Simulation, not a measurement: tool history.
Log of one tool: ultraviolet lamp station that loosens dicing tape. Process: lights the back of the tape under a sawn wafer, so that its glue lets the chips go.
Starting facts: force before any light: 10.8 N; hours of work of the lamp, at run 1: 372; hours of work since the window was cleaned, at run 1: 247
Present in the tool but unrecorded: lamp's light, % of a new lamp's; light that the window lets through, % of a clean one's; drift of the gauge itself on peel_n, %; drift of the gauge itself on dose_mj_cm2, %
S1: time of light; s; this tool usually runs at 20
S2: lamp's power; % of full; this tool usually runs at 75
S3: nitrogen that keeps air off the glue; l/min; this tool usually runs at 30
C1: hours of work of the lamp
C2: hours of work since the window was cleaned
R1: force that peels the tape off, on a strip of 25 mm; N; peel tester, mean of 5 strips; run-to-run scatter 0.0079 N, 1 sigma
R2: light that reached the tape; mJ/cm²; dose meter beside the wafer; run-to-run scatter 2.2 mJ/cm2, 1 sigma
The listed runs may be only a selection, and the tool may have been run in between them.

run     day  S1  S2  S3   C1   C2     R1   R2
  1       0  20  75  30  372  247  0.507  168
  2   1.538  20  82  30  388  263  0.397  185
  3   3.525  12  82  30  408  284  1.391  110
  4   5.404  11  75  30  427  303  1.949   87
  5   6.783  11  75  30  441  317  1.926   91
  6    8.85  11  75  30  463  338  2.012   86
  7  10.775  11  75  30  482  358  2.029   85
       11.6  -- window cleaned of glue's vapour
  8  12.004  17  75  30  495    4  0.961  129
  9    14.5  17  75  30  520   30  1.003  126
 10  15.958  21  75  30  535   45  0.635  153
     16.175  -- window cleaned of glue's vapour, once more
 11  17.471  21  75  30  551   13  0.418  186
 12  18.829  21  75  30  565   27  0.412  186
 13  20.638  20  75  30  583   46  0.479  174
 14  22.092  14  75  30  598   61  1.166  121
 15  24.717  12  75  30  625   88  1.616   99
 16  25.929  12  75  30  637  100  1.659  100
 17  27.908  20  75  22  658  120  0.672  163
 18    30.6  20  75  22  685  148  0.679  162
 19  32.542  24  75  30  705  168  0.359  195
 20  34.254  20  75  30  723  185  0.596  160
 21  36.217  16  75  30  743  206  1.029  122
 22  38.796  15  78  41  769  232   0.95  120
 23  40.342  15  78  41  785  248  0.989  116
 24  42.579  16  65  29  808  271  1.533  103
 25  44.067  13  83  30  823  286  1.442  107
 26  46.375  13  62  17  847  310  2.946   82
 27  48.379  26  80  30  868  330  0.325  205
 28  50.217  11  75  30  886  349   2.49   79
     51.892  -- window cleaned of glue's vapour
 29  52.717  26  67  43  912    8  0.304  185
 30  54.346  26  67  43  929   25  0.317  189
 31  56.133  20  75  40  947   43  0.513  159
 32  58.675  20  66  18  973   70  1.208  130
     60.375  -- lamp changed
 33  61.062  20  66  18    7   94  0.698  175
 34  63.796  21  85  40   35  122  0.183  231
 35  66.062  17  75  18   58  145  0.798  162
 36      68  20  87  11   78  165  0.562  219
 37  70.058  28  63  47   99  186  0.196  223
 38  72.458  15  64  16  124  210  1.692  117

Forecast run 39:
 39  75.133  10  66  11  151  238   ?   ?

Run 39 came out at R1 3.527 N, R2 80 mJ/cm².
With the hidden condition absent and the run-to-run variation left alone, this run would have shown R1 3.097 N, R2 89 mJ/cm².
